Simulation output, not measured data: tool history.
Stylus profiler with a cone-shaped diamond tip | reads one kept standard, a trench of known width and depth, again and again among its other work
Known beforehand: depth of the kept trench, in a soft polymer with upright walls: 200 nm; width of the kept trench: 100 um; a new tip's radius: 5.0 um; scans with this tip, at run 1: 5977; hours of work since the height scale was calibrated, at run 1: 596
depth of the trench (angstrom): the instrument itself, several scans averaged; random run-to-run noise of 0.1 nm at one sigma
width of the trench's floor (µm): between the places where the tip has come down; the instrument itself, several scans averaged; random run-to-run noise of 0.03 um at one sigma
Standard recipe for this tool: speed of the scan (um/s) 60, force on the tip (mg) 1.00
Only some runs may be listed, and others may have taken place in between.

run	hour	speed of the scan (um/s)	force on the tip (mg)	scans with this tip	hours of work since the height scale was calibrated	depth of the trench (angstrom)	width of the trench's floor (µm)
1	0.0	60	1.00	5977	596	2016.0	96.28
2	63.4	60	1.00	6271	626	2016.6	96.25
3	102.4	60	1.00	6451	644	2015.6	96.22
4	162.0	60	0.83	6727	671	2011.3	96.17
5	210.4	33	1.00	6951	694	2013.7	96.28
6	248.5	60	1.00	7128	711	2013.8	96.14
7	300.7	60	1.00	7369	735	2013.0	96.13
8	335.9	60	1.00	7533	752	2013.6	96.09
9	369.5	60	1.00	7688	767	2012.6	96.09
10	402.7	110	1.00	7842	783	2014.3	95.92
11	443.8	110	1.00	8032	801	2013.7	95.80
12	497.2	110	1.00	8279	826	2014.1	95.86
13	535.1	60	0.56	8454	844	2006.3	95.88
14	598.4	60	0.39	8747	873	2004.7	95.84
15	647.2	60	0.39	8974	895	2005.3	95.81
16	692.5	60	0.39	9183	916	2004.0	95.76
17	746.1	60	0.39	9431	941	2004.6	95.75
18	786.0	60	0.39	9616	960	2005.8	95.77
19	832.0	60	0.39	9829	981	2005.0	95.69
20	890.5	60	1.18	10100	1008	2013.4	95.86
21	940.1	30	1.86	10329	1031	2021.1	95.91
22	1001.3	15	0.39	10613	1059	2004.0	95.86
23	1062.4	15	0.39	10895	1087	2002.0	95.91
24	1106.3	66	0.34	11099	1108	2003.4	95.53
25	1136.2	50	0.57	11237	1121	2005.3	95.65
26	1187.6	69	1.00	11475	1145	2012.4	95.62
27	1219.7	69	1.00	11624	1160	2010.8	95.61
28	1284.0	35	0.85	11921	1190	2008.4	95.73
# hour 1288.5: height scale calibrated on a step standard
29	1312.9	35	0.85	12053	11	2015.3	95.78
30	1377.6	40	1.08	12352	41	2017.8	95.72
31	1413.5	40	1.08	12518	58	2018.0	95.66
32	1480.8	66	0.35	12830	89	2007.0	95.43
33	1545.9	176	2.30	13131	119	2030.4	95.32
34	1587.0	60	2.55	13322	138	2031.6	95.59
35	1616.5	198	0.62	13458	151	2011.3	94.81
36	1659.3	26	2.12	13656	171	2027.3	95.71
37	1687.2	17	0.69	13786	184	2011.3	95.64
38	1722.6	17	0.69	13949	201	2011.5	95.63
39	1788.2	17	0.69	14253	231	2012.4	95.59

Predict each of these 4 candidate next runs independently; none follows another, all start after run 39:
A	1841.4	15	2.25	14499	255	?	?
B	1841.4	30	2.73	14499	255	?	?
C	1841.4	57	0.76	14499	255	?	?
D	1841.4	34	1.17	14499	255	?	?

run	depth of the trench (angstrom)	width of the trench's floor (µm)
A	2027.6	95.63
B	2032.1	95.53
C	2014.0	95.40
D	2019.0	95.54
Had the tool no hidden state, the same runs would have come out as:
run	depth of the trench (angstrom)	width of the trench's floor (µm)
A	2030.0	97.20
B	2034.6	97.10
C	2016.4	96.97
D	2021.4	97.11
